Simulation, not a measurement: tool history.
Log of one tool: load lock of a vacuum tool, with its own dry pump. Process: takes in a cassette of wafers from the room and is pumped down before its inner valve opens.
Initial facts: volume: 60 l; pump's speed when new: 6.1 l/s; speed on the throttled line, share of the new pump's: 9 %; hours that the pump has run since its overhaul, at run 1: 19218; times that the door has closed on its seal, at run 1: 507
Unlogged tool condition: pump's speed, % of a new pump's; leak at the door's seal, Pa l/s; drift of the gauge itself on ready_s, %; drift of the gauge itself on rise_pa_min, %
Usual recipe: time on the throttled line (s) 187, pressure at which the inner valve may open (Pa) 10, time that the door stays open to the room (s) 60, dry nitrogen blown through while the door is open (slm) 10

run    hour  time on the throttled line (s)  pressure at which the inner valve may open (Pa)  time that the door stays open to the room (s)  dry nitrogen blown through while the door is open (slm)  hours that the pump has run since its overhaul  times that the door has closed on its seal  incoming humidity of the room's air, %  time from the closed door until the inner valve may open (s)  rise of the pressure with all valves shut (Pa/min)
  1       0                             187                                               10                                             60                                                       10                                           19218                                         507                                    43.9                                                         275.3                                               0.035
  2   116.6                             187                                               10                                             60                                                       10                                           19335                                         718                                    46.7                                                         278.7                                               0.038
  3   211.9                             187                                               10                                             60                                                       10                                           19430                                         891                                    42.6                                                         277.5                                               0.041
  4   324.4                             187                                               10                                             60                                                       10                                           19543                                        1095                                    41.4                                                         280.7                                               0.032
  5   522.2                             187                                               10                                             60                                                       10                                           19740                                        1454                                      42                                                           275                                               0.031
  6   609.7                             187                                               10                                             60                                                       10                                           19828                                        1613                                    47.7                                                         281.7                                               0.043
  7     810                             187                                               10                                             60                                                        7                                           20028                                        1976                                    46.2                                                         277.6                                               0.046
  8  1017.2                             187                                               10                                             60                                                        7                                           20235                                        2352                                    44.2                                                         276.7                                                0.04
  9    1160                             187                                               10                                             60                                                        7                                           20378                                        2611                                    44.8                                                         279.4                                               0.037
 10  1323.6                             187                                               10                                             60                                                       10                                           20542                                        2907                                    47.7                                                         278.3                                               0.044
 11  1464.8                             187                                               10                                             60                                                       10                                           20683                                        3163                                    49.9                                                         276.2                                               0.038
 12    1574                             187                                               10                                             60                                                       10                                           20792                                        3362                                    44.6                                                         278.3                                               0.038
 13  1781.8                             187                                               10                                             60                                                       10                                           21000                                        3738                                    46.5                                                         277.7                                               0.043
 14  1951.5                             187                                               10                                             60                                                       10                                           21170                                        4046                                    41.3                                                         277.9                                                0.04
 15  2068.3                             187                                               10                                             60                                                       10                                           21287                                        4258                                    42.2                                                         275.8                                               0.041
 16  2268.2                             187                                               10                                             60                                                       10                                           21486                                        4620                                    41.9                                                         280.3                                               0.036
 17    2450                             187                                               10                                             60                                                       10                                           21668                                        4950                                      47                                                         278.6                                               0.038
 18  2579.7                             187                                               10                                             60                                                       10                                           21798                                        5185                                    45.3                                                           280                                                0.04
 19  2748.7                             187                                               10                                             60                                                       10                                           21967                                        5492                                    44.4                                                         278.4                                               0.039
 20  2920.6                             187                                               10                                            126                                                        6                                           22139                                        5804                                    49.8                                                         279.5                                               0.065
 21  3030.7                             187                                               12                                            126                                                       13                                           22249                                        6003                                    43.4                                                         279.1                                               0.043
 22  3205.2                             243                                               10                                             60                                                       17                                           22423                                        6320                                    43.8                                                         327.4                                               0.039
 23  3301.4                             187                                               19                                             60                                                        5                                           22520                                        6494                                    46.2                                                         273.3                                                0.05
     3357.6  -- dry pump taken out, an overhauled one fitted
 24  3453.2                             187                                               19                                             28                                                        5                                              96                                        6759                                    44.2                                                         255.8                                               0.041
 25  3569.3                             149                                               10                                             56                                                       22                                             212                                        6969                                    46.1                                                         224.5                                                0.04
 26  3674.3                             242                                               14                                            121                                                       13                                             317                                        7160                                    45.4                                                         306.6                                               0.054
 27  3792.5                             242                                               14                                            121                                                       10                                             435                                        7374                                    43.1                                                         308.3                                               0.051
 28  3928.3                             242                                               14                                            121                                                       10                                             571                                        7620                                    42.6                                                         307.3                                               0.054
 29  4136.6                             145                                                7                                             35                                                       12                                             779                                        7998                                    48.3                                                         227.6                                               0.039
 30  4328.5                             145                                                7                                             35                                                       12                                             971                                        8346                                      43                                                         228.2                                               0.043
 31  4470.2                             145                                                7                                             35                                                       12                                            1113                                        8603                                    43.6                                                         229.4                                               0.032
 32  4566.7                             111                                                9                                             60                                                       10                                            1209                                        8778                                    42.6                                                         195.3                                               0.048
 33  4654.5                             111                                                9                                             60                                                       10                                            1297                                        8937                                    49.2                                                         196.2                                               0.051
 34  4794.5                             111                                               11                                             32                                                       18                                            1437                                        9191                                    41.3                                                         191.3                                               0.034
 35    4911                             111                                               11                                             32                                                       18                                            1553                                        9403                                    45.5                                                         192.5                                               0.031
 36  5035.3                             111                                               11                                             32                                                       18                                            1678                                        9628                                    44.1                                                         192.3                                               0.037

Measured less the same run without the tool's hidden state. The same run-to-run variation is in both; the gauge's scatter may not be:
run  time from the closed door until the inner valve may open (s)  rise of the pressure with all valves shut (Pa/min)
  1                                                         +14.6                                              +0.001
  2                                                         +14.8                                              +0.002
  3                                                         +14.8                                              +0.002
  4                                                         +15.1                                              +0.002
  5                                                           +15                                              +0.003
  6                                                         +15.5                                              +0.003
  7                                                         +15.4                                              +0.003
  8                                                         +15.5                                              +0.004
  9                                                         +15.8                                              +0.005
 10                                                         +15.9                                              +0.005
 11                                                         +15.9                                              +0.005
 12                                                         +16.1                                              +0.005
 13                                                         +16.2                                              +0.006
 14                                                         +16.4                                              +0.006
 15                                                         +16.4                                              +0.007
 16                                                         +16.8                                              +0.007
 17                                                         +16.9                                              +0.007
 18                                                         +17.1                                              +0.008
 19                                                         +17.2                                              +0.008
 20                                                         +17.4                                              +0.009
 21                                                         +16.9                                               +0.01
 22                                                         +16.2                                               +0.01
 23                                                         +16.4                                              +0.011
 24                                                          -0.4                                              +0.011
 25                                                          -0.4                                              +0.011
 26                                                          -0.2                                              +0.012
 27                                                          -0.2                                              +0.012
 28                                                          -0.1                                              +0.012
 29                                                            +0                                              +0.013
 30                                                          +0.1                                              +0.013
 31                                                          +0.3                                              +0.014
 32                                                          +0.4                                              +0.014
 33                                                          +0.4                                              +0.014
 34                                                          +0.4                                              +0.015
 35                                                          +0.5                                              +0.016
 36                                                          +0.6                                              +0.016
